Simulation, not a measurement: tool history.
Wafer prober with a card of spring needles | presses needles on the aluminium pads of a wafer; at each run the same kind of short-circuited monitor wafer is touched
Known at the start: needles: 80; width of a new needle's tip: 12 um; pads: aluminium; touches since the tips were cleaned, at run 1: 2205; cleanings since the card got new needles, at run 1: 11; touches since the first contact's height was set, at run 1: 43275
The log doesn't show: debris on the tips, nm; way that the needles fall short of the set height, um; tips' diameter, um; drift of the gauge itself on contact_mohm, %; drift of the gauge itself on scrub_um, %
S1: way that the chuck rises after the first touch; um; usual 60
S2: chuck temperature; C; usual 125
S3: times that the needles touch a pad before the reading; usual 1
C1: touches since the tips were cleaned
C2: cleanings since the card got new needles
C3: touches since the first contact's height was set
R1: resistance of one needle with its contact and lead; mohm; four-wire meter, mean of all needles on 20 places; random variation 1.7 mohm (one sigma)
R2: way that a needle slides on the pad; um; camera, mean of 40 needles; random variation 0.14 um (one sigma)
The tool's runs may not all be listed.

run,hour,S1,S2,S3,C1,C2,C3,R1,R2
1,0,60,125,1,2205,11,43275,190,16.24
# hour 2.5: tips cleaned on abrasive film
# hour 8.4: tips cleaned on abrasive film
# hour 14.4: tips cleaned on abrasive film
# hour 19.2: tips cleaned on abrasive film
2,19.2,63,125,1,0,15,55693,166,16.86
# hour 25.2: tips cleaned on abrasive film
# hour 30: tips cleaned on abrasive film
3,33.2,63,125,1,2105,17,64777,186,16.74
# hour 35.7: tips cleaned on abrasive film
# hour 41.7: tips cleaned on abrasive film
# hour 47.6: tips cleaned on abrasive film
4,50.3,53,125,1,1825,20,75859,191,14.09
# hour 52.8: tips cleaned on abrasive film
# hour 57.6: tips cleaned on abrasive film
# hour 63.6: tips cleaned on abrasive film
# hour 68.4: tips cleaned on abrasive film
5,68.4,53,125,1,0,24,87511,168,13.78
# hour 74.3: tips cleaned on abrasive film
# hour 80.3: tips cleaned on abrasive film
6,84.3,53,125,1,2621,26,97824,198,13.98
# hour 85.5: tips cleaned on abrasive film
# hour 91.5: tips cleaned on abrasive film
# hour 97.4: tips cleaned on abrasive film
# hour 102.2: tips cleaned on abrasive film
7,102.9,53,125,1,465,30,109822,179,13.65
# hour 107.7: tips cleaned on abrasive film
# hour 112.5: tips cleaned on abrasive film
# hour 118.5: tips cleaned on abrasive film
8,121.3,53,125,1,1888,33,121790,193,13.6
# hour 123.8: tips cleaned on abrasive film
# hour 129.6: tips cleaned on abrasive film
9,132.1,53,125,1,1670,35,128783,194,13.6
# hour 134.6: tips cleaned on abrasive film
# hour 139.4: tips cleaned on abrasive film
# hour 145.4: tips cleaned on abrasive film
# hour 150.2: tips cleaned on abrasive film
10,151.6,53,125,1,919,39,141333,183,13.52
# hour 155.2: tips cleaned on abrasive film
# hour 160: tips cleaned on abrasive film
# hour 164.8: tips cleaned on abrasive film
# hour 170.7: tips cleaned on abrasive film
11,172.2,53,125,1,970,43,154663,190,13.41
# hour 175.7: tips cleaned on abrasive film
# hour 180.5: tips cleaned on abrasive film
12,183.5,45,125,1,1999,45,162010,210,11.27
# hour 186: tips cleaned on abrasive film
# hour 192: tips cleaned on abrasive film
# hour 196.8: tips cleaned on abrasive film
# hour 202.8: tips cleaned on abrasive film
13,204.3,45,28,1,991,49,175403,185,11
# hour 207.9: tips cleaned on abrasive film
# hour 213.8: tips cleaned on abrasive film
# hour 218.6: tips cleaned on abrasive film
# hour 224.4: tips cleaned on abrasive film
# hour 230: tips cleaned on abrasive film
14,230,45,28,1,0,54,192011,153,10.81
# hour 234.8: tips cleaned on abrasive film
# hour 240.7: tips cleaned on abrasive film
# hour 245.5: tips cleaned on abrasive film
# hour 245.8: height of the first contact set anew
# hour 251.8: tips cleaned on abrasive film
15,256.1,68,125,1,2846,58,6709,189,18.66
# hour 257.4: tips cleaned on abrasive film
# hour 262.2: tips cleaned on abrasive film
# hour 267: tips cleaned on abrasive film
16,270.7,68,125,1,2471,61,16158,191,18.35
# hour 272: tips cleaned on abrasive film
# hour 278: tips cleaned on abrasive film
# hour 283.8: tips cleaned on abrasive film
17,286.1,58,26,2,1481,64,26065,163,15.79
# hour 289.7: tips cleaned on abrasive film
# hour 295.6: tips cleaned on abrasive film
18,298.9,58,38,1,2176,66,34413,184,15.75
# hour 301.4: tips cleaned on abrasive film
# hour 306.2: tips cleaned on abrasive film
# hour 312.2: tips cleaned on abrasive film
19,314.6,55,38,1,1632,69,44574,184,14.92
# hour 317.1: tips cleaned on abrasive film
# hour 323: tips cleaned on abrasive film
# hour 329: tips cleaned on abrasive film
# hour 333.8: tips cleaned on abrasive film
# hour 338.6: tips cleaned on abrasive film
20,338.6,55,38,1,0,74,60048,158,14.63
# hour 344.6: tips cleaned on abrasive film
# hour 350.6: tips cleaned on abrasive film
# hour 356.6: tips cleaned on abrasive film
21,358.5,55,38,1,1313,77,72988,177,14.76
# hour 362.2: tips cleaned on abrasive film
# hour 367: tips cleaned on abrasive film
# hour 373: tips cleaned on abrasive film
# hour 378.9: tips cleaned on abrasive film
22,380.7,60,35,1,1220,81,87344,175,15.99
# hour 384.4: tips cleaned on abrasive film
# hour 389.2: tips cleaned on abrasive film
# hour 395: tips cleaned on abrasive film
# hour 401: tips cleaned on abrasive film
23,402,40,108,1,672,85,101086,199,10.41
# hour 406.7: tips cleaned on abrasive film
# hour 412.6: tips cleaned on abrasive film
# hour 417.4: tips cleaned on abrasive film
# hour 423.4: tips cleaned on abrasive film
24,426.6,51,61,3,2084,89,117034,172,13.34

Hidden state or all else? Some run-to-run changes of R1, split into what the settings, what came in and random variation would give without the hidden state, and what is left for the hidden state (with any gauge scatter that isn't in both results):
Run 5 -> 6: tips cleaned on abrasive film, tips cleaned on abrasive film. R1 +30 mohm: hidden state +27, all else +3.
Run 13 -> 14: tips cleaned on abrasive film, tips cleaned on abrasive film, tips cleaned on abrasive film, tips cleaned on abrasive film, tips cleaned on abrasive film. R1 -32 mohm: hidden state -29, all else -3.
Run 14 -> 15: S1 45 -> 68, S2 28 -> 125, tips cleaned on abrasive film, tips cleaned on abrasive film, tips cleaned on abrasive film, height of the first contact set anew, tips cleaned on abrasive film. R1 +36 mohm: hidden state +17, all else +19.
